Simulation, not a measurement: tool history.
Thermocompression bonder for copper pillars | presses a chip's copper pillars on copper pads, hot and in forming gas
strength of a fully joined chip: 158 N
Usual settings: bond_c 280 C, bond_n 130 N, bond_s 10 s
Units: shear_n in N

| run | day | bond_c | bond_n | bond_s | shear_n |
|---|---|---|---|---|---|
| 1 | 0 | 280 | 130 | 10 | 93.4 |
| 2 | 1.696 | 280 | 130 | 10 | 93.2 |
| 3 | 3.371 | 280 | 130 | 10 | 91.8 |
| 4 | 5.071 | 280 | 130 | 10 | 91.4 |
| 5 | 6.388 | 280 | 130 | 10 | 90.2 |
| 6 | 7.817 | 305 | 130 | 10 | 115.5 |
| 7 | 8.762 | 280 | 130 | 19 | 106.8 |
| 8 | 10.175 | 280 | 102 | 10 | 78.4 |
| 9 | 11.917 | 280 | 130 | 13 | 95.8 |
| 10 | 12.975 | 280 | 130 | 8 | 81.6 |
| 11 | 14.304 | 280 | 130 | 8 | 82.1 |
|  | 15.096 | heater calibrated with a thermocouple chip |
| 12 | 15.592 | 280 | 130 | 8 | 89.1 |
| 13 | 16.571 | 280 | 175 | 10 | 107.9 |
|  | 17.962 | forming gas filter changed |
| 14 | 17.992 | 280 | 175 | 10 | 114.4 |
| 15 | 19.383 | 280 | 130 | 10 | 101.1 |
|  | 19.554 | force cell calibrated |
| 16 | 21.138 | 280 | 130 | 10 | 97.3 |
| 17 | 22.829 | 280 | 130 | 10 | 97 |
| 18 | 24.283 | 280 | 130 | 10 | 97.4 |
| 19 | 25.496 | 280 | 130 | 10 | 95.9 |
|  | 25.829 | force cell calibrated, once more |
| 20 | 26.912 | 280 | 130 | 10 | 97.6 |
| 21 | 28.25 | 280 | 130 | 10 | 96 |
| 22 | 29.125 | 280 | 130 | 10 | 97.2 |
| 23 | 30.754 | 266 | 130 | 10 | 82.1 |
| 24 | 32.383 | 276 | 194 | 9 | 105.7 |
| 25 | 33.471 | 298 | 79 | 9 | 87 |
| 26 | 35.021 | 298 | 79 | 9 | 86.4 |
| 27 | 36.054 | 288 | 123 | 17 | 113.6 |
| 28 | 37.638 | 288 | 123 | 17 | 112.9 |
| 29 | 39.388 | 291 | 130 | 9 | 98.9 |
|  | 39.967 | forming gas filter changed |
| 30 | 40.517 | 283 | 138 | 10 | 104.1 |
| 31 | 41.692 | 298 | 172 | 6 | 115.4 |

3 ways to go on from here, each from the tool as it stands after run 31. What would each give?
| A | 43.275 | 304 | 105 | 14 | ? |
| B | 43.275 | 298 | 80 | 6 | ? |
| C | 43.275 | 270 | 103 | 9 | ? |

| run | shear_n |
|---|---|
| A | 120.2 |
| B | 77.8 |
| C | 72.4 |
Without the tool's hidden state the same runs would have given:
| run | shear_n |
|---|---|
| A | 125.6 |
| B | 82.9 |
| C | 77.8 |
